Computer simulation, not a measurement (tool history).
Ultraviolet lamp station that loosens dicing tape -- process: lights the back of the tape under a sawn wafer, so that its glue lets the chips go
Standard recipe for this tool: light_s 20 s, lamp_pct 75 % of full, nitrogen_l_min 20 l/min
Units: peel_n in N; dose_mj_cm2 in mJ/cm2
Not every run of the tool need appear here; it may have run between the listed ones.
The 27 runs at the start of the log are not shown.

run,hour,light_s,lamp_pct,nitrogen_l_min,hours of work of the lamp,hours of work since the window was cleaned,peel_n,dose_mj_cm2
28,728.3,12,78,12,540,492,2.622,265
29,762.6,18,75,25,565,517,0.88,380
30,783.6,13,75,8,579,532,3.311,274
31,810.3,20,75,7,598,550,1.923,415
32,830.2,20,75,29,613,565,0.635,416
33,854.6,11,75,9,630,582,3.689,225
# hour 873.5: window cleaned of glue's vapour
34,879.9,20,75,12,647,5,1.251,439
35,904.2,37,69,36,665,22,0.229,749
36,924.1,37,69,36,679,36,0.242,742
37,951.2,20,75,20,698,55,0.841,426
38,977.4,36,62,24,717,74,0.312,634
39,1004.4,20,95,20,736,93,0.518,535
40,1019.9,20,75,23,747,104,0.759,421
41,1040.5,17,75,23,761,118,1.063,353
42,1071.6,10,79,20,783,141,2.625,217

Below are 3 alternative next runs, each starting from the tool's condition after run 42. Predict each:
A,1101.4,11,99,20,805,162,?,?
B,1101.4,10,74,33,805,162,?,?
C,1101.4,36,79,20,805,162,?,?

run,peel_n,dose_mj_cm2
A,1.637,295
B,2.254,203
C,0.273,770
Stripped of hidden state, with their random variation kept, the same runs would have yielded:
run,peel_n,dose_mj_cm2
A,0.974,389
B,1.437,266
C,0.223,1014
